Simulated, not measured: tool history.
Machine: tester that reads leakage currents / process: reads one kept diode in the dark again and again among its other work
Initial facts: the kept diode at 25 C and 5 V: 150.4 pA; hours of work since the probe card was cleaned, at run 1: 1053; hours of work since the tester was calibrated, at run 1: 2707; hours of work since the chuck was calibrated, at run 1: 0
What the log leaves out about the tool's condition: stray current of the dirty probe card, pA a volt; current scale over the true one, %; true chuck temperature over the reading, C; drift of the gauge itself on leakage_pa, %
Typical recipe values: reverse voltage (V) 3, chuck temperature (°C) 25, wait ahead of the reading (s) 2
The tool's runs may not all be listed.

run    hour  reverse voltage (V)  chuck temperature (°C)  wait ahead of the reading (s)  hours of work since the probe card was cleaned  hours of work since the tester was calibrated  hours of work since the chuck was calibrated  current that the tester gives (pA)
  1       0                    3                      25                              2                                            1053                                           2707                                             0                              132.53
  2   156.2                    3                      25                           1.91                                            1150                                           2803                                            97                              129.62
  3   223.6                    3                      25                           0.56                                            1192                                           2845                                           138                               129.6
  4   312.9                    3                      25                              2                                            1247                                           2900                                           193                              128.77
  5   439.6                    3                      25                              2                                            1325                                           2979                                           272                              127.48
  6   575.5                 2.89                      25                              2                                            1409                                           3063                                           356                              125.54
  7   652.6                 2.89                      25                              2                                            1457                                           3110                                           403                               123.9
  8   797.6                 2.89                      25                              2                                            1547                                           3200                                           493                              123.02
  9   883.3                 8.73                      25                              2                                            1600                                           3253                                           546                              185.05
 10   963.9                    3                      28                           0.93                                            1649                                           3303                                           596                              153.71
 11  1093.4                 4.94                      50                              2                                            1729                                           3383                                           676                              858.66
     1122.6  -- probe card cleaned and baked
 12  1205.7                 4.94                      50                              2                                              51                                           3450                                           744                               836.8
 13  1272.4                 4.94                      50                              2                                              93                                           3492                                           785                               826.5
 14  1417.9                 4.03                      25                           0.73                                             183                                           3582                                           875                              122.26
 15  1538.9                  1.7                      42                           0.73                                             257                                           3656                                           950                              331.61
     1554.9  -- chuck's temperature calibrated
 16  1661.2                  1.7                      42                           0.73                                             332                                           3731                                            66                              383.56
 17  1779.2                  1.7                      42                           0.73                                             405                                           3804                                           139                              380.52
 18  1853.7                  1.7                      42                           0.73                                             451                                           3850                                           185                              377.87

Selected run-to-run steps in current that the tester gives (pA), each split into two signed amounts: the part the tool would show with no hidden state at all (from settings, incoming material and random variation), and the remainder, which goes to the hidden state together with any gauge scatter not common to the measured and the hidden-state-free results:
Run 10 -> 11: reverse voltage (V) 3 -> 4.94, chuck temperature (°C) 28 -> 50, wait ahead of the reading (s) 0.93 -> 2. current that the tester gives (pA) +704.95: hidden state -66.41, all else +771.36.
Run 13 -> 14: reverse voltage (V) 4.94 -> 4.03, chuck temperature (°C) 50 -> 25, wait ahead of the reading (s) 2 -> 0.73. current that the tester gives (pA) -704.24: hidden state +80.64, all else -784.88.

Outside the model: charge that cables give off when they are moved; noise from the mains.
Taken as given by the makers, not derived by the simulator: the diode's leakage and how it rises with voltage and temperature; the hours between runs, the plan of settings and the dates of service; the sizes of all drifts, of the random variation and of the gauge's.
